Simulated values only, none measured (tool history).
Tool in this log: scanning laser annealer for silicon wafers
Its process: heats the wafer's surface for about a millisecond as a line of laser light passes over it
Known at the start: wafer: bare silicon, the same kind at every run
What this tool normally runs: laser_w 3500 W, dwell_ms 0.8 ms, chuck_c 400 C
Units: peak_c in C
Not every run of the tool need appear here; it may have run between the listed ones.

| run | day | laser_w | dwell_ms | chuck_c | peak_c |
|---|---|---|---|---|---|
| 1 | 0 | 3500 | 0.8 | 400 | 1078 |
| 2 | 2.171 | 3500 | 0.8 | 439 | 1115 |
| 3 | 3.292 | 3500 | 0.8 | 374 | 1054 |
| 4 | 4.442 | 3500 | 0.8 | 374 | 1046 |
| 5 | 6.738 | 3500 | 0.8 | 374 | 1046 |
| 6 | 9.142 | 3500 | 0.641 | 400 | 986 |
| 7 | 10.883 | 3500 | 0.581 | 400 | 953 |
| 8 | 13.042 | 3500 | 0.8 | 383 | 1052 |
|  | 14.796 | window over the wafer cleaned |
| 9 | 15.012 | 3500 | 0.8 | 383 | 1077 |
| 10 | 17.675 | 3500 | 0.8 | 383 | 1074 |
| 11 | 19.208 | 3500 | 0.8 | 400 | 1095 |
| 12 | 20.7 | 3500 | 0.8 | 400 | 1090 |
| 13 | 23.333 | 3500 | 0.8 | 430 | 1119 |
| 14 | 25.596 | 3500 | 0.8 | 430 | 1120 |
| 15 | 27.212 | 3500 | 0.647 | 400 | 1004 |
| 16 | 28.812 | 3500 | 0.647 | 400 | 1003 |
| 17 | 31.229 | 3599 | 0.647 | 400 | 1026 |
| 18 | 32.896 | 3599 | 0.647 | 400 | 1026 |
| 19 | 34.4 | 3500 | 0.8 | 400 | 1079 |
| 20 | 36.708 | 3500 | 0.8 | 400 | 1076 |
| 21 | 39.067 | 3500 | 0.8 | 400 | 1077 |
| 22 | 41.167 | 3500 | 0.8 | 418 | 1093 |
| 23 | 43.846 | 3500 | 0.8 | 418 | 1092 |
| 24 | 46.446 | 3500 | 0.738 | 400 | 1040 |
| 25 | 48.608 | 2979 | 0.663 | 400 | 886 |
| 26 | 49.708 | 2979 | 0.663 | 400 | 886 |
| 27 | 50.929 | 3660 | 0.935 | 404 | 1178 |
| 28 | 52.867 | 3660 | 0.935 | 404 | 1178 |
| 29 | 54.012 | 3660 | 0.935 | 404 | 1175 |
| 30 | 55.358 | 3660 | 0.935 | 404 | 1173 |
| 31 | 57.412 | 3500 | 0.964 | 407 | 1145 |
| 32 | 59.829 | 2983 | 0.971 | 383 | 981 |
| 33 | 61.2 | 3509 | 0.574 | 400 | 943 |
| 34 | 62.962 | 3668 | 0.764 | 393 | 1069 |
|  | 64.008 | window over the wafer cleaned |
| 35 | 65.071 | 3668 | 0.805 | 393 | 1127 |
| 36 | 67.55 | 3672 | 0.657 | 373 | 1022 |
| 37 | 70.225 | 3672 | 0.657 | 373 | 1022 |
| 38 | 71.65 | 3500 | 0.911 | 421 | 1152 |
| 39 | 73.208 | 3500 | 0.76 | 400 | 1061 |
| 40 | 75.55 | 3500 | 0.76 | 400 | 1058 |
| 41 | 78.225 | 3500 | 0.76 | 400 | 1056 |

Here are 4 independent what-if runs from the current tool condition. What would each one return?
| A | 80.179 | 3500 | 0.974 | 400 | ? |
| B | 80.179 | 3500 | 0.573 | 400 | ? |
| C | 80.179 | 3500 | 0.574 | 400 | ? |
| D | 80.179 | 3169 | 0.8 | 429 | ? |

| run | peak_c |
|---|---|
| A | 1161 |
| B | 957 |
| C | 958 |
| D | 1022 |
With the hidden condition removed and each run's random variation left untouched, the same runs would have given:
| run | peak_c |
|---|---|
| A | 1203 |
| B | 988 |
| C | 989 |
| D | 1055 |

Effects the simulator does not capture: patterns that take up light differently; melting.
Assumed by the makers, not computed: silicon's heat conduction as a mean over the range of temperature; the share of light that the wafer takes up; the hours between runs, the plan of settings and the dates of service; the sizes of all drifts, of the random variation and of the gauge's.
